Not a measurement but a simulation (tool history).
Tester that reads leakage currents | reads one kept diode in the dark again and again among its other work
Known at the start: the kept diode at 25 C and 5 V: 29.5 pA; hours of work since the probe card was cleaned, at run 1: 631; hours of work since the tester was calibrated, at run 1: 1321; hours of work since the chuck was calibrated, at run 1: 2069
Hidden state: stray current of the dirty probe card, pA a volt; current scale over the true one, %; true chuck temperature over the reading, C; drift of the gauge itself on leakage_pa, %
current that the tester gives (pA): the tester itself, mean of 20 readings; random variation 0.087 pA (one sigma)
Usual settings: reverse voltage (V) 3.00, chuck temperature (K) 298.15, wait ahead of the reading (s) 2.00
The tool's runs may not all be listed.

run,hour,reverse voltage (V),chuck temperature (K),wait ahead of the reading (s),hours of work since the probe card was cleaned,hours of work since the tester was calibrated,hours of work since the chuck was calibrated,current that the tester gives (pA)
1,0.0,3.00,298.15,2.00,631,1321,2069,19.80
# hour 42.3: chuck's temperature calibrated
2,54.7,5.36,298.15,2.00,664,1353,8,30.72
3,87.2,5.36,298.15,2.00,683,1373,28,30.72
4,140.3,3.21,298.15,2.00,716,1405,60,24.16
5,211.3,3.00,298.15,0.56,759,1449,103,23.67
6,248.4,3.00,298.15,0.56,782,1472,126,23.65
7,297.4,3.00,298.15,0.56,812,1502,156,23.67
8,343.3,3.00,298.15,0.56,840,1530,184,23.56
9,409.2,3.00,298.15,0.56,881,1570,225,23.60
10,443.5,3.00,298.15,0.56,902,1591,246,23.64
11,483.2,3.00,298.15,0.56,926,1615,270,23.41
12,523.5,3.00,297.15,1.13,951,1640,295,21.30
13,567.4,3.00,297.15,0.66,978,1667,322,21.45
14,607.8,4.88,297.15,1.41,1002,1692,346,26.73
15,659.6,3.00,296.15,4.73,1034,1723,378,19.28
16,694.4,3.00,296.15,4.73,1055,1745,399,19.26
17,750.3,11.30,306.15,0.45,1090,1779,434,84.96
18,811.6,1.00,319.15,8.59,1127,1817,471,78.25
19,868.7,3.00,294.15,0.77,1162,1851,506,16.28

Measured less the same run without the tool's hidden state. The same run-to-run variation is in both; the gauge's scatter may not be:
run,current that the tester gives (pA)
1,-3.95
2,+0.04
3,+0.01
4,-0.23
5,-0.31
6,-0.36
7,-0.40
8,-0.45
9,-0.51
10,-0.55
11,-0.58
12,-0.51
13,-0.55
14,-0.44
15,-0.51
16,-0.53
17,-2.66
18,-5.14
19,-0.43

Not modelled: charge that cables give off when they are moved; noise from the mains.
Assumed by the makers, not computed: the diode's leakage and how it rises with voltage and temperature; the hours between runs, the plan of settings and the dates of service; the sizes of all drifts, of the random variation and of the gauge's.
